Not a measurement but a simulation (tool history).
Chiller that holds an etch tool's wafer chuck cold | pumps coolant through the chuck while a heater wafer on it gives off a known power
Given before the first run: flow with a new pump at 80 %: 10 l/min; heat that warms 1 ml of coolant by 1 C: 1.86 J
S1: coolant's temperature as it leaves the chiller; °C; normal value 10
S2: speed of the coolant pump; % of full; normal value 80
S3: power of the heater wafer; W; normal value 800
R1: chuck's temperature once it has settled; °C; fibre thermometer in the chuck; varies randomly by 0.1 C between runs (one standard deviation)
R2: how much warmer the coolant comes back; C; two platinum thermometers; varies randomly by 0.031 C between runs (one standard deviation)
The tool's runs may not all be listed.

Run 1, day 0: usual settings. Result: R1 15.5 °C, R2 2.51 C.
Run 2, day 1.562: usual settings but S2 76 % of full. Result: R1 16 °C, R2 2.76 C.
Run 3, day 3.521: usual settings but S1 8 °C. Result: R1 13.7 °C, R2 2.56 C.
Run 4, day 5.046: usual settings but S1 8 °C. Result: R1 13.6 °C, R2 2.56 C.
Run 5, day 6.371: usual settings. Result: R1 15.6 °C, R2 2.57 C.
Run 6, day 8.596: usual settings. Result: R1 15.8 °C, R2 2.61 C.
Run 7, day 10.054: usual settings. Result: R1 15.6 °C, R2 2.58 C.
Run 8, day 11.621: usual settings but S3 1042 W. Result: R1 17.4 °C, R2 3.37 C.
Run 9, day 13.367: usual settings. Result: R1 15.6 °C, R2 2.6 C.
Run 10, day 15.233: usual settings. Result: R1 15.6 °C, R2 2.6 C.
Run 11, day 17.079: usual settings. Result: R1 15.8 °C, R2 2.58 C.
Run 12, day 18.825: usual settings but S3 978 W. Result: R1 16.9 °C, R2 3.18 C.
Run 13, day 19.971: usual settings. Result: R1 15.6 °C, R2 2.58 C.
Run 14, day 22.196: usual settings. Result: R1 15.8 °C, R2 2.57 C.
Run 15, day 23.533: usual settings. Result: R1 15.7 °C, R2 2.6 C.
Run 16, day 25.575: usual settings but S2 70 % of full. Result: R1 16.2 °C, R2 2.94 C.
Run 17, day 26.733: usual settings but S2 70 % of full. Result: R1 16.4 °C, R2 2.98 C.
Run 18, day 28.929: usual settings but S1 16 °C, S2 76 % of full. Result: R1 21.9 °C, R2 2.74 C.

Expected results for the next run?
Run 19, day 30.779: usual settings but S1 16 °C, S2 76 % of full, S3 475 W. Result: R1 ?, R2 ?.

Run 19 produced R1 19.7 °C, R2 1.6 C.
Minus the tool's unlogged condition, the same run would have read R1 19.6 °C, R2 1.6 C.
